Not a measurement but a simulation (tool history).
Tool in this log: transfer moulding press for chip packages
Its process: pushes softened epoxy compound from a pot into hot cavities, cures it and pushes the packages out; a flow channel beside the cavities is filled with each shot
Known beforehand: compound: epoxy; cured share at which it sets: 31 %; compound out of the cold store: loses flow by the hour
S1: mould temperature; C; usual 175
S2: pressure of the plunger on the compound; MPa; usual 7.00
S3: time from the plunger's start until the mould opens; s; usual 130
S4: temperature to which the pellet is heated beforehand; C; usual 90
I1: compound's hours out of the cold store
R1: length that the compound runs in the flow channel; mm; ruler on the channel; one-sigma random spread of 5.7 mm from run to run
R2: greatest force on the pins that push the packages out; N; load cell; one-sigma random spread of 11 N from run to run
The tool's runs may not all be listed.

| run | hour | S1 | S2 | S3 | S4 | I1 | R1 | R2 |
|---|---|---|---|---|---|---|---|---|
| 1 | 0.0 | 175 | 7.00 | 130 | 90 | 19.5 | 710 | 523 |
| 2 | 10.5 | 175 | 7.00 | 130 | 90 | 37.1 | 612 | 590 |
| 3 | 21.3 | 175 | 7.00 | 130 | 90 | 12.4 | 737 | 694 |
| 4 | 29.0 | 175 | 7.00 | 130 | 90 | 8.9 | 752 | 715 |
| 5 | 38.9 | 173 | 7.00 | 130 | 90 | 30.9 | 656 | 796 |
| 6 | 49.6 | 173 | 7.00 | 130 | 90 | 36.8 | 619 | 819 |
| 7 | 54.9 | 173 | 7.00 | 130 | 90 | 30.3 | 663 | 862 |
| 8 | 61.1 | 173 | 7.00 | 130 | 90 | 10.1 | 751 | 939 |
| 9 | 68.5 | 175 | 7.00 | 165 | 90 | 42.5 | 596 | 724 |
|  | 77.6 | cavities cleaned with cleaning compound and waxed |
| 10 | 77.9 | 175 | 7.00 | 165 | 84 | 31.9 | 635 | 847 |
| 11 | 84.1 | 175 | 7.00 | 165 | 84 | 32.7 | 619 | 860 |
| 12 | 92.6 | 175 | 7.00 | 165 | 84 | 27.7 | 658 | 899 |
| 13 | 104.8 | 175 | 7.00 | 130 | 90 | 40.4 | 604 | 985 |
| 14 | 117.7 | 175 | 5.87 | 130 | 90 | 27.2 | 600 | 1022 |
|  | 121.8 | cavities cleaned with cleaning compound and waxed, once more |
| 15 | 128.4 | 175 | 5.87 | 130 | 90 | 8.9 | 694 | 603 |
| 16 | 139.0 | 175 | 5.87 | 130 | 90 | 45.1 | 528 | 641 |
| 17 | 149.8 | 180 | 7.00 | 140 | 82 | 25.4 | 660 | 612 |
| 18 | 162.0 | 175 | 7.00 | 147 | 90 | 14.2 | 718 | 699 |
| 19 | 173.7 | 175 | 7.00 | 147 | 90 | 25.5 | 665 | 703 |
| 20 | 183.8 | 175 | 7.00 | 132 | 97 | 24.3 | 668 | 797 |
| 21 | 194.4 | 175 | 6.76 | 132 | 84 | 19.3 | 685 | 875 |
|  | 199.2 | cavities cleaned with cleaning compound and waxed |
| 22 | 205.6 | 175 | 5.26 | 132 | 84 | 11.6 | 631 | 591 |
| 23 | 218.5 | 175 | 5.26 | 132 | 84 | 30.9 | 540 | 658 |
| 24 | 224.1 | 168 | 7.01 | 116 | 90 | 47.4 | 570 | 1128 |
| 25 | 234.5 | 172 | 7.00 | 141 | 90 | 19.0 | 698 | 733 |
| 26 | 242.4 | 169 | 7.00 | 130 | 84 | 38.9 | 601 | 1005 |
| 27 | 255.3 | 169 | 7.00 | 130 | 84 | 44.8 | 577 | 1052 |

Below, each run's measurement less what the same run would have read without the hidden state. Both values contain the same run-to-run variation, but the gauge's scatter may not be the same in both:
Hidden conditions of the tool in this case: true mould temperature over the reading, C; pressure that reaches the compound, % of what is set; grip of the stained cavities, % over clean ones'; drift of the gauge itself on flow_mm, %; drift of the gauge itself on push_out_n, %.
| run | R1 | R2 |
|---|---|---|
| 1 | -39 | +13 |
| 2 | -35 | +86 |
| 3 | -43 | +159 |
| 4 | -44 | +199 |
| 5 | -39 | +255 |
| 6 | -38 | +287 |
| 7 | -41 | +315 |
| 8 | -46 | +360 |
| 9 | -38 | +272 |
| 10 | -41 | +425 |
| 11 | -41 | +428 |
| 12 | -43 | +442 |
| 13 | -41 | +487 |
| 14 | -41 | +510 |
| 15 | -49 | +80 |
| 16 | -38 | +136 |
| 17 | -48 | +162 |
| 18 | -53 | +220 |
| 19 | -50 | +250 |
| 20 | -51 | +308 |
| 21 | -53 | +355 |
| 22 | -50 | +69 |
| 23 | -44 | +143 |
| 24 | -46 | +308 |
| 25 | -58 | +225 |
| 26 | -50 | +350 |
| 27 | -50 | +400 |
